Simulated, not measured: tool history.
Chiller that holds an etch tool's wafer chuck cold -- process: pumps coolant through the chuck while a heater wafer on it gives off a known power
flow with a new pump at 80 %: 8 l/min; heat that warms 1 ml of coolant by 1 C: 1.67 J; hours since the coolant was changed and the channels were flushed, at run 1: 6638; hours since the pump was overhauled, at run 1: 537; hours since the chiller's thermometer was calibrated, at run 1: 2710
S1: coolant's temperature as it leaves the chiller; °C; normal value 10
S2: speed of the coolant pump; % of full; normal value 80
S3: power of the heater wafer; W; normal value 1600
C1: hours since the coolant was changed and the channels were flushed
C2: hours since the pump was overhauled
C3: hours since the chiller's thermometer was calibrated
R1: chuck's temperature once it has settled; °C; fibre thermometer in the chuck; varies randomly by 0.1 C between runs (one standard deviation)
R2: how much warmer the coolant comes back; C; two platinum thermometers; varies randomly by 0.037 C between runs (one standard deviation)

Run 1, hour 0: usual settings; C1 6638; C2 537; C3 2710. Result: R1 23.3 °C, R2 7.2 C.
Run 2, hour 61.2: usual settings; C1 6699; C2 598; C3 2771. Result: R1 23.2 °C, R2 7.22 C.
Run 3, hour 93: usual settings; C1 6731; C2 630; C3 2803. Result: R1 23.2 °C, R2 7.17 C.
Run 4, hour 148: usual settings; C1 6786; C2 685; C3 2858. Result: R1 23.3 °C, R2 7.2 C.
Run 5, hour 177.7: usual settings but S3 2350 W; C1 6816; C2 714; C3 2888. Result: R1 29.4 °C, R2 10.55 C.
Run 6, hour 209.5: usual settings but S3 2350 W; C1 6848; C2 746; C3 2919. Result: R1 29.4 °C, R2 10.45 C.
Run 7, hour 244.5: usual settings; C1 6883; C2 781; C3 2954. Result: R1 23.4 °C, R2 7.17 C.
At hour 258.9: chiller's thermometer calibrated.
Run 8, hour 273.4: usual settings; C1 6910; C2 809; C3 15. Result: R1 23.3 °C, R2 7.2 C.
Run 9, hour 314.7: usual settings but S1 13 °C; C1 6952; C2 850; C3 56. Result: R1 26.3 °C, R2 7.18 C.
Run 10, hour 368.3: usual settings but S1 7 °C; C1 7005; C2 904; C3 109. Result: R1 20.3 °C, R2 7.2 C.
Run 11, hour 421: usual settings but S3 1163 W; C1 7058; C2 957; C3 162. Result: R1 19.7 °C, R2 5.19 C.
Run 12, hour 465.7: usual settings but S3 1163 W; C1 7103; C2 1001; C3 207. Result: R1 19.6 °C, R2 5.18 C.
Run 13, hour 505.9: usual settings but S3 1163 W; C1 7143; C2 1042; C3 247. Result: R1 19.6 °C, R2 5.23 C.
Run 14, hour 551.8: usual settings but S2 72 % of full; C1 7189; C2 1088; C3 293. Result: R1 24.3 °C, R2 8 C.
Run 15, hour 592: usual settings but S1 8 °C; C1 7229; C2 1128; C3 333. Result: R1 21.2 °C, R2 7.18 C.
Run 16, hour 639.8: usual settings but S1 5 °C; C1 7277; C2 1176; C3 381. Result: R1 18.3 °C, R2 7.16 C.
Run 17, hour 695.7: usual settings but S2 83 % of full, S3 1578 W; C1 7333; C2 1231; C3 437. Result: R1 22.8 °C, R2 6.8 C.
Run 18, hour 730.8: usual settings but S1 5 °C, S2 83 % of full, S3 1287 W; C1 7368; C2 1267; C3 472. Result: R1 15.3 °C, R2 5.59 C.
Run 19, hour 763.2: usual settings but S1 7 °C, S3 1211 W; C1 7400; C2 1299; C3 504. Result: R1 17 °C, R2 5.43 C.
Run 20, hour 812.5: usual settings but S1 2 °C, S2 88 % of full, S3 1115 W; C1 7450; C2 1348; C3 554. Result: R1 10.8 °C, R2 4.56 C.
Run 21, hour 837.7: usual settings but S1 11 °C, S2 91 % of full, S3 1115 W; C1 7475; C2 1373; C3 579. Result: R1 19.3 °C, R2 4.42 C.
Run 22, hour 896.8: usual settings but S1 8 °C, S2 77 % of full; C1 7534; C2 1433; C3 638. Result: R1 21.5 °C, R2 7.45 C.
Run 23, hour 926.1: usual settings but S1 8 °C, S2 77 % of full; C1 7563; C2 1462; C3 667. Result: R1 21.4 °C, R2 7.45 C.
Run 24, hour 957.1: usual settings but S1 19 °C, S2 97 % of full, S3 1229 W; C1 7594; C2 1493; C3 698. Result: R1 28 °C, R2 4.53 C.
Run 25, hour 985.7: usual settings but S1 19 °C, S2 85 % of full, S3 1759 W; C1 7623; C2 1521; C3 727. Result: R1 32.9 °C, R2 7.39 C.
Run 26, hour 1047.4: usual settings but S1 4 °C, S2 78 % of full, S3 1759 W; C1 7684; C2 1583; C3 789. Result: R1 18.9 °C, R2 8.12 C.
Run 27, hour 1079.9: usual settings but S1 4 °C, S2 78 % of full, S3 1759 W; C1 7717; C2 1616; C3 821. Result: R1 18.6 °C, R2 8.12 C.
Run 28, hour 1124.9: usual settings but S1 4 °C, S2 78 % of full, S3 1759 W; C1 7762; C2 1661; C3 866. Result: R1 18.8 °C, R2 8.1 C.
Run 29, hour 1170.2: usual settings but S1 18 °C, S2 78 % of full, S3 1327 W; C1 7807; C2 1706; C3 911. Result: R1 29.1 °C, R2 6.13 C.
Run 30, hour 1216.9: usual settings but S2 82 % of full, S3 2093 W; C1 7854; C2 1753; C3 958. Result: R1 27 °C, R2 9.1 C.
Run 31, hour 1276.5: usual settings but S1 4 °C, S3 1217 W; C1 7914; C2 1812; C3 1018. Result: R1 14 °C, R2 5.42 C.

Predict each of these 3 candidate next runs independently; none follows another, all start after run 31:
Run A, hour 1321.6: usual settings but S1 5 °C; C1 7959; C2 1857; C3 1063. Result: R1 ?, R2 ?.
Run B, hour 1321.6: usual settings but S1 4 °C, S2 86 % of full, S3 2015 W; C1 7959; C2 1857; C3 1063. Result: R1 ?, R2 ?.
Run C, hour 1321.6: usual settings but S1 13 °C, S2 81 % of full, S3 1584 W; C1 7959; C2 1857; C3 1063. Result: R1 ?, R2 ?.

run    R1    R2
  A  18.2  7.13
  B    20  8.39
  C  26.1  7.04
What these runs would have given with no unlogged condition in the tool:
run    R1    R2
  A  18.2  7.13
  B  19.9  8.39
  C  26.1  7.04
